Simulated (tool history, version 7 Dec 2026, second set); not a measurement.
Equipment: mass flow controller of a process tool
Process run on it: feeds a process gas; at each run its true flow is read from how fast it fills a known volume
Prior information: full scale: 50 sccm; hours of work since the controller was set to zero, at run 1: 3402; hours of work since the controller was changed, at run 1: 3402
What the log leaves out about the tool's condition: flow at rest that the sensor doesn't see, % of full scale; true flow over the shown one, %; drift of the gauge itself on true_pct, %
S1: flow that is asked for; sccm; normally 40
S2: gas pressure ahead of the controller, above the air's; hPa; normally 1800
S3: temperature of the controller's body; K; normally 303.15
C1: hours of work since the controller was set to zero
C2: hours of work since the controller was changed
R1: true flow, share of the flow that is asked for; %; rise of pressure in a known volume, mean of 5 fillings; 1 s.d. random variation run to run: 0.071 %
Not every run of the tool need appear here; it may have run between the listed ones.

{"run": 1, "day": 0.0, "S1": 40, "S2": 1800, "S3": 303.15, "C1": 3402, "C2": 3402, "R1": 100.45}
{"run": 2, "day": 7.117, "S1": 40, "S2": 1800, "S3": 303.15, "C1": 3460, "C2": 3460, "R1": 100.58}
{"run": 3, "day": 16.746, "S1": 40, "S2": 1800, "S3": 303.15, "C1": 3537, "C2": 3537, "R1": 100.48}
{"run": 4, "day": 27.012, "S1": 39, "S2": 1800, "S3": 303.15, "C1": 3620, "C2": 3620, "R1": 100.54}
{"run": 5, "day": 37.446, "S1": 40, "S2": 2360, "S3": 303.15, "C1": 3704, "C2": 3704, "R1": 100.17}
{"run": 6, "day": 45.008, "S1": 40, "S2": 2360, "S3": 303.15, "C1": 3765, "C2": 3765, "R1": 100.19}
{"run": 7, "day": 50.254, "S1": 40, "S2": 2360, "S3": 303.15, "C1": 3808, "C2": 3808, "R1": 100.32}
{"run": 8, "day": 59.25, "S1": 40, "S2": 2360, "S3": 303.15, "C1": 3880, "C2": 3880, "R1": 100.33}
{"run": 9, "day": 68.246, "S1": 40, "S2": 2360, "S3": 303.15, "C1": 3953, "C2": 3953, "R1": 100.17}
{"run": 10, "day": 74.962, "S1": 35, "S2": 1800, "S3": 294.15, "C1": 4007, "C2": 4007, "R1": 99.59}
{"run": 11, "day": 84.308, "S1": 35, "S2": 1800, "S3": 294.15, "C1": 4082, "C2": 4082, "R1": 99.51}
{"run": 12, "day": 92.783, "S1": 35, "S2": 1800, "S3": 294.15, "C1": 4150, "C2": 4150, "R1": 99.66}
{"run": 13, "day": 99.529, "S1": 35, "S2": 1800, "S3": 294.15, "C1": 4205, "C2": 4205, "R1": 99.53}
{"run": 14, "day": 106.917, "S1": 40, "S2": 1740, "S3": 297.15, "C1": 4264, "C2": 4264, "R1": 99.96}
{"run": 15, "day": 111.296, "S1": 40, "S2": 1740, "S3": 297.15, "C1": 4300, "C2": 4300, "R1": 99.89}
{"run": 16, "day": 119.075, "S1": 40, "S2": 1740, "S3": 297.15, "C1": 4362, "C2": 4362, "R1": 100.07}
{"run": 17, "day": 128.667, "S1": 21, "S2": 2500, "S3": 299.15, "C1": 4440, "C2": 4440, "R1": 99.42}
{"run": 18, "day": 139.229, "S1": 21, "S2": 1830, "S3": 301.15, "C1": 4525, "C2": 4525, "R1": 100.24}

Consider 4 possible next runs. They are alternatives, not a sequence: every one starts from the tool as it was left by run 18. What does each give?
{"run": "A", "day": 149.958, "S1": 17, "S2": 1880, "S3": 310.15, "C1": 4612, "C2": 4612, "R1": "?"}
{"run": "B", "day": 149.958, "S1": 21, "S2": 1430, "S3": 303.15, "C1": 4612, "C2": 4612, "R1": "?"}
{"run": "C", "day": 149.958, "S1": 18, "S2": 1800, "S3": 297.15, "C1": 4612, "C2": 4612, "R1": "?"}
{"run": "D", "day": 149.958, "S1": 8, "S2": 1830, "S3": 296.15, "C1": 4612, "C2": 4612, "R1": "?"}

run=A R1=101.09
run=B R1=100.69
run=C R1=99.90
run=D R1=99.51
Stripped of hidden state, with their random variation kept, the same runs would have yielded:
run=A R1=101.09
run=B R1=100.68
run=C R1=99.90
run=D R1=99.49

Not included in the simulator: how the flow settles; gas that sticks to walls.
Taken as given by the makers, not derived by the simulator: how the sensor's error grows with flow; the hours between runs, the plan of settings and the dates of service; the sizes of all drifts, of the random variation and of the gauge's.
